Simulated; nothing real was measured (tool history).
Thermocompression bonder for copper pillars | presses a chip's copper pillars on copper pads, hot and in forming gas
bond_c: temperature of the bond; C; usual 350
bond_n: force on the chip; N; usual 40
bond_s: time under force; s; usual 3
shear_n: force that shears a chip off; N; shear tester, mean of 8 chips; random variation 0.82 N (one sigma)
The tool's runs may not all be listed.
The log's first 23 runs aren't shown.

| run | hour | bond_c | bond_n | bond_s | shear_n |
|---|---|---|---|---|---|
| 24 | 610.8 | 324 | 34 | 3 | 46.4 |
| 25 | 632.4 | 324 | 34 | 3 | 47.7 |
| 26 | 653.2 | 334 | 31 | 4 | 51.1 |
| 27 | 680.8 | 343 | 40 | 3 | 60.8 |
| 28 | 714.5 | 343 | 40 | 3 | 58.7 |
| 29 | 747.7 | 343 | 40 | 3 | 59.1 |
| 30 | 778.8 | 341 | 55 | 2 | 63 |
| 31 | 796.2 | 359 | 57 | 3 | 76.1 |
|  | 812.7 | forming gas filter changed |
| 32 | 817 | 348 | 40 | 2 | 59.7 |
| 33 | 843.3 | 359 | 27 | 2 | 45.7 |
| 34 | 872.8 | 344 | 55 | 3 | 76.4 |
| 35 | 901.9 | 377 | 27 | 2 | 52.3 |
| 36 | 926.9 | 377 | 27 | 2 | 51.5 |
| 37 | 959.3 | 355 | 35 | 3 | 62.4 |
| 38 | 988.7 | 346 | 27 | 7 | 65.1 |
| 39 | 1008.5 | 330 | 25 | 3 | 40.8 |

5 ways to go on from here, each from the tool as it stands after run 39. What would each give?
| A | 1035.3 | 359 | 25 | 6 | ? |
| B | 1035.3 | 347 | 26 | 8 | ? |
| C | 1035.3 | 369 | 57 | 3 | ? |
| D | 1035.3 | 335 | 40 | 3 | ? |
| E | 1035.3 | 352 | 27 | 5 | ? |

| run | shear_n |
|---|---|
| A | 62 |
| B | 67.2 |
| C | 85 |
| D | 60.3 |
| E | 60.6 |
Without the tool's hidden state the same runs would have given:
| run | shear_n |
|---|---|
| A | 61.9 |
| B | 67.3 |
| C | 86 |
| D | 60.2 |
| E | 60.5 |
